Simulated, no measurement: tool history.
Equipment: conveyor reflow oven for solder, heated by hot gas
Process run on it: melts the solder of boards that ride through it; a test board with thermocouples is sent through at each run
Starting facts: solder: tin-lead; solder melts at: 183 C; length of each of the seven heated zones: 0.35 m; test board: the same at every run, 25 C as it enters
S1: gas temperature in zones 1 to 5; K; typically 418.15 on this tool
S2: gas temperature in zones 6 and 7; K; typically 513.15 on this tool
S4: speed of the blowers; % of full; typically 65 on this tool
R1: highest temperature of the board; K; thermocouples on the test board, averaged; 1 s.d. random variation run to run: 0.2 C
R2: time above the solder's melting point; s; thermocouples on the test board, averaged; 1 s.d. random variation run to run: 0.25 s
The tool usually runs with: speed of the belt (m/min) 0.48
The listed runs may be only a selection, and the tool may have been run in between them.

Run 1, day 0: usual settings. Result: R1 496.05 K, R2 73.8 s.
Run 2, day 0.562: usual settings. Result: R1 496.25 K, R2 73.8 s.
Run 3, day 1.075: usual settings. Result: R1 496.25 K, R2 73.8 s.
Run 4, day 1.75: usual settings. Result: R1 495.65 K, R2 73.5 s.
Run 5, day 2.096: usual settings. Result: R1 496.05 K, R2 73.7 s.
Run 6, day 2.454: usual settings but S4 54 % of full. Result: R1 492.05 K, R2 69.7 s.
Run 7, day 2.821: usual settings but S2 501.15 K. Result: R1 485.85 K, R2 64.3 s.
Run 8, day 3.429: usual settings. Result: R1 496.25 K, R2 73.5 s.
Run 9, day 4.117: usual settings but S2 507.15 K. Result: R1 491.15 K, R2 69.7 s.
Run 10, day 4.562: usual settings but S2 507.15 K. Result: R1 491.15 K, R2 69.6 s.
Run 11, day 5.225: usual settings but S2 527.15 K. Result: R1 508.15 K, R2 81.8 s.
Run 12, day 5.608: usual settings but S2 527.15 K. Result: R1 508.05 K, R2 81.9 s.
Run 13, day 6.096: usual settings but S1 407.15 K. Result: R1 494.05 K, R2 67.2 s.
Run 14, day 6.5: usual settings. Result: R1 496.05 K, R2 73.6 s.
Run 15, day 7.171: usual settings. Result: R1 496.25 K, R2 73.4 s.
Run 16, day 7.829: usual settings but S1 406.15 K. Result: R1 493.65 K, R2 67 s.
Run 17, day 8.267: usual settings but S1 406.15 K. Result: R1 493.85 K, R2 66.9 s.
Run 18, day 8.738: usual settings but S1 406.15 K. Result: R1 493.85 K, R2 67.1 s.
Run 19, day 9.375: usual settings but S1 422.15 K. Result: R1 496.35 K, R2 76.3 s.
Run 20, day 9.925: usual settings but S1 422.15 K. Result: R1 496.65 K, R2 76 s.
Run 21, day 10.379: usual settings but S1 422.15 K, S2 504.15 K, speed of the belt (m/min) 0.441, S4 59 % of full. Result: R1 489.55 K, R2 76.8 s.
Run 22, day 11.029: usual settings but S1 411.15 K, S2 504.15 K, speed of the belt (m/min) 0.496, S4 54 % of full. Result: R1 481.75 K, R2 53.1 s.
Run 23, day 11.346: usual settings but S1 421.15 K, S2 527.15 K, S4 63 % of full. Result: R1 508.15 K, R2 83.1 s.
Run 24, day 11.771: usual settings but S1 424.15 K, speed of the belt (m/min) 0.418. Result: R1 500.95 K, R2 91.9 s.
Run 25, day 12.429: usual settings but S1 424.15 K, speed of the belt (m/min) 0.418. Result: R1 501.25 K, R2 92.6 s.
Run 26, day 12.746: usual settings but S1 424.15 K, speed of the belt (m/min) 0.418. Result: R1 500.95 K, R2 92.4 s.
Run 27, day 13.104: usual settings but S1 407.15 K, S2 520.15 K, speed of the belt (m/min) 0.423. Result: R1 504.45 K, R2 85.6 s.
Run 28, day 13.596: usual settings but S1 404.15 K, S2 528.15 K, speed of the belt (m/min) 0.515, S4 62 % of full. Result: R1 501.75 K, R2 67 s.
Run 29, day 13.904: usual settings but S1 404.15 K, S2 528.15 K, speed of the belt (m/min) 0.396, S4 62 % of full. Result: R1 512.65 K, R2 96.4 s.
Run 30, day 14.442: usual settings but S1 416.15 K, S2 523.15 K, speed of the belt (m/min) 0.413, S4 75 % of full. Result: R1 512.25 K, R2 96.8 s.

Branching from run 30: 3 alternative next runs. What would each branch give?
Run A, day 14.854: usual settings but S1 426.15 K. Result: R1 ?, R2 ?.
Run B, day 14.854: usual settings but S1 415.15 K, S2 507.15 K, speed of the belt (m/min) 0.381, S4 75 % of full. Result: R1 ?, R2 ?.
Run C, day 14.854: usual settings but S1 424.15 K, speed of the belt (m/min) 0.407, S4 59 % of full. Result: R1 ?, R2 ?.

run      R1    R2
  A  497.45  78.5
  B  498.85  95.6
  C  500.15    94
Had the tool no hidden state, the same runs would have come out as:
run      R1    R2
  A  497.35  77.6
  B  498.45  94.5
  C  499.75  92.7
